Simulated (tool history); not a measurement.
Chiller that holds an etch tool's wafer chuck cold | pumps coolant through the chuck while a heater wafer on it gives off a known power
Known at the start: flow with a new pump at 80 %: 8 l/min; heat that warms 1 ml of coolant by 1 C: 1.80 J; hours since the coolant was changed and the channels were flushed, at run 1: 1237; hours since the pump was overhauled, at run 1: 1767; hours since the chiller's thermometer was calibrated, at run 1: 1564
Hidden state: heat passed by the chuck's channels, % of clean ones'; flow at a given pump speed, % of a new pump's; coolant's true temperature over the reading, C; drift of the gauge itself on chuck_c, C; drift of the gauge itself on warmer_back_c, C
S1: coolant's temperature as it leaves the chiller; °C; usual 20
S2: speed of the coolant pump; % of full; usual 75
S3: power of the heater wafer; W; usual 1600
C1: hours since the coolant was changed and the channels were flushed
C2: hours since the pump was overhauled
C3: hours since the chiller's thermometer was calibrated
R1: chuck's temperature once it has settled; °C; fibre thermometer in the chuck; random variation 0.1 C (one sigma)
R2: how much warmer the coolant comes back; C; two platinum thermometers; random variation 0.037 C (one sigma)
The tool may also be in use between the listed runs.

run    hour  S1  S2    S3    C1    C2    C3    R1     R2
  1     0.0  20  75  1600  1237  1767  1564  40.1   7.68
  2    68.4  20  75  1600  1305  1835  1632  40.0   7.68
  3   107.3  20  75  1600  1344  1874  1671  40.3   7.66
  4   161.3  20  75  1600  1398  1928  1725  40.2   7.72
  5   238.6  20  75  1600  1475  2006  1802  40.5   7.73
  6   290.0  20  75  1600  1527  2057  1854  40.7   7.72
  7   368.7  20  75  1600  1605  2136  1932  40.6   7.75
  8   431.8  20  75  1600  1668  2199  1995  40.9   7.76
  9   479.4  20  75  1600  1716  2246  2043  40.9   7.86
 10   549.5  22  75  1600  1786  2316  2113  43.1   7.80
 11   603.0  22  75  1600  1839  2370  2167  43.1   7.83
 12   656.2  22  75  1600  1893  2423  2220  43.4   7.81
 13   692.0  22  75  1600  1928  2459  2256  43.3   7.87
 14   730.5  22  75  1600  1967  2497  2294  43.3   7.91
 15   793.9  22  75  1600  2030  2561  2357  43.4   7.88
 16   852.4  20  75  1520  2089  2619  2416  40.7   7.54
 17   903.2  20  75  1520  2140  2670  2467  40.8   7.52
 18   970.3  20  75  1520  2207  2737  2534  40.9   7.57
 19  1048.2  24  88  1520  2285  2815  2612  42.5   6.38
 20  1120.1  24  88  1520  2357  2887  2684  42.6   6.47
 21  1183.1  24  62   812  2420  2950  2747  37.9   5.05
 22  1253.4  25  75  1864  2490  3020  2817  51.3   9.40
 23  1286.2  25  75  1864  2523  3053  2850  51.2   9.46
 24  1333.0  28  72  2088  2570  3100  2897  58.4  10.99
 25  1396.3  28  72  2088  2633  3163  2960  58.7  10.99

Forecast run 26:
 26  1462.1  12  88  1600  2699  3229  3026   ?   ?

Run 26 gave R1 32.1 °C, R2 6.79 C.
Without the tool's hidden state the same run would have given R1 27.3 °C, R2 5.99 C.
